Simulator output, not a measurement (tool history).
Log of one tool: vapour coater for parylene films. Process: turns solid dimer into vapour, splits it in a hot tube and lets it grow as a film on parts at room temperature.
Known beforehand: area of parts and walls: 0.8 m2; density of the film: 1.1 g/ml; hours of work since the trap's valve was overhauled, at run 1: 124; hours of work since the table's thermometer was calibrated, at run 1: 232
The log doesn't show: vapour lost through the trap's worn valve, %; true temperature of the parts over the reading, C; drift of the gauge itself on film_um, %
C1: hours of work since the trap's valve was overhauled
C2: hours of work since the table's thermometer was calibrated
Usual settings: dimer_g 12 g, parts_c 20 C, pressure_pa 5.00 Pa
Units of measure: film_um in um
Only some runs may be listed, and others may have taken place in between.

Run 1, hour 0.0: usual settings; C1 124; C2 232. Result: film_um 10.31 um.
Run 2, hour 8.1: usual settings; C1 130; C2 238. Result: film_um 10.41 um.
Run 3, hour 15.3: usual settings; C1 136; C2 244. Result: film_um 10.37 um.
Run 4, hour 25.7: usual settings but parts_c 28 C; C1 144; C2 252. Result: film_um 8.83 um.
Run 5, hour 36.6: usual settings but pressure_pa 5.17 Pa; C1 152; C2 261. Result: film_um 10.32 um.
Run 6, hour 50.6: usual settings but parts_c 22 C; C1 163; C2 272. Result: film_um 9.89 um.
Run 7, hour 57.2: usual settings but parts_c 22 C; C1 168; C2 277. Result: film_um 9.76 um.
Run 8, hour 70.5: usual settings but parts_c 22 C; C1 179; C2 287. Result: film_um 9.85 um.
Run 9, hour 77.1: usual settings but parts_c 22 C; C1 184; C2 292. Result: film_um 9.89 um.
Run 10, hour 86.3: usual settings but parts_c 22 C; C1 191; C2 299. Result: film_um 9.90 um.
Run 11, hour 98.8: usual settings but pressure_pa 10.64 Pa; C1 201; C2 309. Result: film_um 9.29 um.
Run 12, hour 105.6: usual settings but pressure_pa 10.64 Pa; C1 206; C2 315. Result: film_um 9.35 um.
Run 13, hour 114.0: usual settings but pressure_pa 10.64 Pa; C1 213; C2 321. Result: film_um 9.28 um.
Run 14, hour 125.2: usual settings but parts_c 18 C; C1 222; C2 330. Result: film_um 10.60 um.
Run 15, hour 132.9: usual settings but parts_c 31 C; C1 228; C2 336. Result: film_um 8.47 um.
Run 16, hour 139.4: usual settings but parts_c 31 C; C1 233; C2 341. Result: film_um 8.53 um.
At hour 150.5: trap's valve overhauled.
Run 17, hour 155.5: usual settings but dimer_g 13 g, parts_c 26 C; C1 4; C2 350. Result: film_um 10.08 um.
Run 18, hour 162.8: usual settings but dimer_g 20 g, parts_c 14 C, pressure_pa 9.77 Pa; C1 10; C2 356. Result: film_um 17.52 um.
Run 19, hour 174.9: usual settings but dimer_g 20 g, parts_c 14 C, pressure_pa 9.77 Pa; C1 19; C2 366. Result: film_um 17.45 um.
Run 20, hour 183.8: usual settings but dimer_g 20 g, parts_c 14 C, pressure_pa 9.77 Pa; C1 26; C2 373. Result: film_um 17.35 um.
Run 21, hour 191.5: usual settings but dimer_g 8 g, parts_c 15 C, pressure_pa 8.77 Pa; C1 32; C2 379. Result: film_um 7.03 um.
Run 22, hour 202.2: usual settings but dimer_g 6 g, parts_c 16 C, pressure_pa 4.83 Pa; C1 40; C2 387. Result: film_um 5.57 um.
Run 23, hour 213.5: usual settings but dimer_g 6 g, parts_c 16 C, pressure_pa 4.83 Pa; C1 49; C2 396. Result: film_um 5.59 um.
Run 24, hour 221.5: usual settings but dimer_g 6 g, parts_c 16 C, pressure_pa 4.83 Pa; C1 56; C2 402. Result: film_um 5.56 um.
Run 25, hour 230.0: usual settings but dimer_g 6 g, pressure_pa 7.14 Pa; C1 62; C2 409. Result: film_um 4.94 um.
Run 26, hour 239.2: usual settings but dimer_g 6 g, pressure_pa 7.14 Pa; C1 69; C2 416. Result: film_um 4.86 um.
Run 27, hour 246.9: usual settings but dimer_g 8 g, parts_c 23 C, pressure_pa 2.16 Pa; C1 75; C2 422. Result: film_um 7.34 um.
Run 28, hour 257.9: usual settings but dimer_g 19 g, parts_c 23 C, pressure_pa 2.19 Pa; C1 84; C2 431. Result: film_um 17.22 um.
Run 29, hour 270.3: usual settings but dimer_g 19 g, parts_c 23 C, pressure_pa 2.19 Pa; C1 94; C2 440. Result: film_um 17.36 um.
Run 30, hour 284.6: usual settings but parts_c 25 C; C1 105; C2 451. Result: film_um 9.49 um.
Run 31, hour 298.8: usual settings but dimer_g 21 g, parts_c 18 C, pressure_pa 3.32 Pa; C1 116; C2 463. Result: film_um 19.55 um.

Predict each of these 4 candidate next runs independently; none follows another, all start after run 31:
Run A, hour 312.0: usual settings but dimer_g 21 g, parts_c 24 C, pressure_pa 3.32 Pa; C1 126; C2 473. Result: film_um ?.
Run B, hour 312.0: usual settings but dimer_g 18 g, parts_c 26 C, pressure_pa 4.77 Pa; C1 126; C2 473. Result: film_um ?.
Run C, hour 312.0: usual settings but dimer_g 15 g, parts_c 18 C, pressure_pa 2.18 Pa; C1 126; C2 473. Result: film_um ?.
Run D, hour 312.0: usual settings but dimer_g 14 g, parts_c 28 C, pressure_pa 3.32 Pa; C1 126; C2 473. Result: film_um ?.

run  film_um
  A    17.76
  B    14.07
  C    14.70
  D    11.08
With no hidden state in the tool, these same runs would have given:
run  film_um
  A    17.82
  B    14.11
  C    14.74
  D    11.12
